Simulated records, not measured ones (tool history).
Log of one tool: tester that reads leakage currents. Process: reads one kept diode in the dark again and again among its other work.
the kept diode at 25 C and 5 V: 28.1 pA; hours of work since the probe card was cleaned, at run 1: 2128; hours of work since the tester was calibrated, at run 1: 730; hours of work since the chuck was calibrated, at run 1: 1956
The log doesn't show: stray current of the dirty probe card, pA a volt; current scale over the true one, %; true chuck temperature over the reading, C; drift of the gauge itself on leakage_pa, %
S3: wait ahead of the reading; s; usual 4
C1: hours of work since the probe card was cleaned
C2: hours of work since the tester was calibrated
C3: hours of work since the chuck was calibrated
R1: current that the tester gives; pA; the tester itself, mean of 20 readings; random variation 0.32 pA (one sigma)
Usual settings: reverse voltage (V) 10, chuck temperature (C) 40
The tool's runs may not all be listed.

{"run": 1, "hour": 0.0, "reverse voltage (V)": 10, "chuck temperature (C)": 40, "S3": 4, "C1": 2128, "C2": 730, "C3": 1956, "R1": 106.33}
{"hour": 16.6, "done": "probe card cleaned and baked"}
{"run": 2, "hour": 31.6, "reverse voltage (V)": 10, "chuck temperature (C)": 54, "S3": 4, "C1": 10, "C2": 749, "C3": 1976, "R1": 257.71}
{"run": 3, "hour": 54.5, "reverse voltage (V)": 10, "chuck temperature (C)": 54, "S3": 4, "C1": 26, "C2": 765, "C3": 1992, "R1": 257.94}
{"run": 4, "hour": 103.3, "reverse voltage (V)": 10, "chuck temperature (C)": 54, "S3": 4, "C1": 60, "C2": 799, "C3": 2025, "R1": 257.88}
{"run": 5, "hour": 127.7, "reverse voltage (V)": 10, "chuck temperature (C)": 40, "S3": 4, "C1": 77, "C2": 816, "C3": 2042, "R1": 105.69}
{"run": 6, "hour": 176.4, "reverse voltage (V)": 10, "chuck temperature (C)": 34, "S3": 4, "C1": 111, "C2": 850, "C3": 2076, "R1": 70.98}
{"run": 7, "hour": 226.6, "reverse voltage (V)": 10, "chuck temperature (C)": 34, "S3": 4, "C1": 146, "C2": 885, "C3": 2111, "R1": 71.05}
{"run": 8, "hour": 260.7, "reverse voltage (V)": 10, "chuck temperature (C)": 34, "S3": 4, "C1": 170, "C2": 909, "C3": 2135, "R1": 71.23}
{"run": 9, "hour": 292.0, "reverse voltage (V)": 10, "chuck temperature (C)": 40, "S3": 2.93, "C1": 192, "C2": 931, "C3": 2157, "R1": 106.38}
{"run": 10, "hour": 341.3, "reverse voltage (V)": 10, "chuck temperature (C)": 40, "S3": 6.49, "C1": 226, "C2": 965, "C3": 2191, "R1": 105.8}
{"run": 11, "hour": 372.3, "reverse voltage (V)": 10, "chuck temperature (C)": 40, "S3": 6.49, "C1": 248, "C2": 987, "C3": 2213, "R1": 105.59}
{"run": 12, "hour": 415.7, "reverse voltage (V)": 10, "chuck temperature (C)": 40, "S3": 1.74, "C1": 278, "C2": 1017, "C3": 2243, "R1": 107.19}
{"run": 13, "hour": 436.1, "reverse voltage (V)": 10, "chuck temperature (C)": 32, "S3": 4, "C1": 292, "C2": 1031, "C3": 2257, "R1": 61.9}
{"run": 14, "hour": 465.7, "reverse voltage (V)": 10, "chuck temperature (C)": 32, "S3": 4, "C1": 313, "C2": 1052, "C3": 2278, "R1": 61.65}
{"hour": 483.6, "done": "chuck's temperature calibrated"}
{"run": 15, "hour": 517.5, "reverse voltage (V)": 10, "chuck temperature (C)": 32, "S3": 4, "C1": 347, "C2": 1086, "C3": 24, "R1": 61.86}
{"run": 16, "hour": 548.6, "reverse voltage (V)": 2.3, "chuck temperature (C)": 28, "S3": 7.05, "C1": 369, "C2": 1108, "C3": 45, "R1": 26.12}
{"run": 17, "hour": 571.7, "reverse voltage (V)": 10, "chuck temperature (C)": 26, "S3": 2.85, "C1": 385, "C2": 1124, "C3": 61, "R1": 40.98}
{"run": 18, "hour": 603.9, "reverse voltage (V)": 1.2, "chuck temperature (C)": 23, "S3": 1.15, "C1": 407, "C2": 1146, "C3": 84, "R1": 14.35}
{"run": 19, "hour": 628.8, "reverse voltage (V)": 1.2, "chuck temperature (C)": 59, "S3": 1.15, "C1": 425, "C2": 1164, "C3": 101, "R1": 152.94}
{"run": 20, "hour": 669.7, "reverse voltage (V)": 1.2, "chuck temperature (C)": 59, "S3": 1.15, "C1": 453, "C2": 1192, "C3": 130, "R1": 153.58}
{"run": 21, "hour": 711.2, "reverse voltage (V)": 1.2, "chuck temperature (C)": 40, "S3": 1.15, "C1": 482, "C2": 1221, "C3": 158, "R1": 46.62}
{"run": 22, "hour": 754.9, "reverse voltage (V)": 14.3, "chuck temperature (C)": 20, "S3": 1.01, "C1": 513, "C2": 1252, "C3": 189, "R1": 34.15}
{"run": 23, "hour": 801.4, "reverse voltage (V)": 14.3, "chuck temperature (C)": 20, "S3": 1.01, "C1": 545, "C2": 1284, "C3": 221, "R1": 34.14}
{"run": 24, "hour": 833.5, "reverse voltage (V)": 14.3, "chuck temperature (C)": 20, "S3": 9.8, "C1": 567, "C2": 1306, "C3": 244, "R1": 29.8}

How the hidden state differs across the entries between the runs, from the last listed run before each to the first after it:
Between runs 1 and 2: probe card cleaned and baked (hour 16.6)
  stray current of the dirty probe card, pA a volt: 0.026 -> 0.02
Between runs 14 and 15: chuck's temperature calibrated (hour 483.6)
  true chuck temperature over the reading, C: 0.01 -> 0

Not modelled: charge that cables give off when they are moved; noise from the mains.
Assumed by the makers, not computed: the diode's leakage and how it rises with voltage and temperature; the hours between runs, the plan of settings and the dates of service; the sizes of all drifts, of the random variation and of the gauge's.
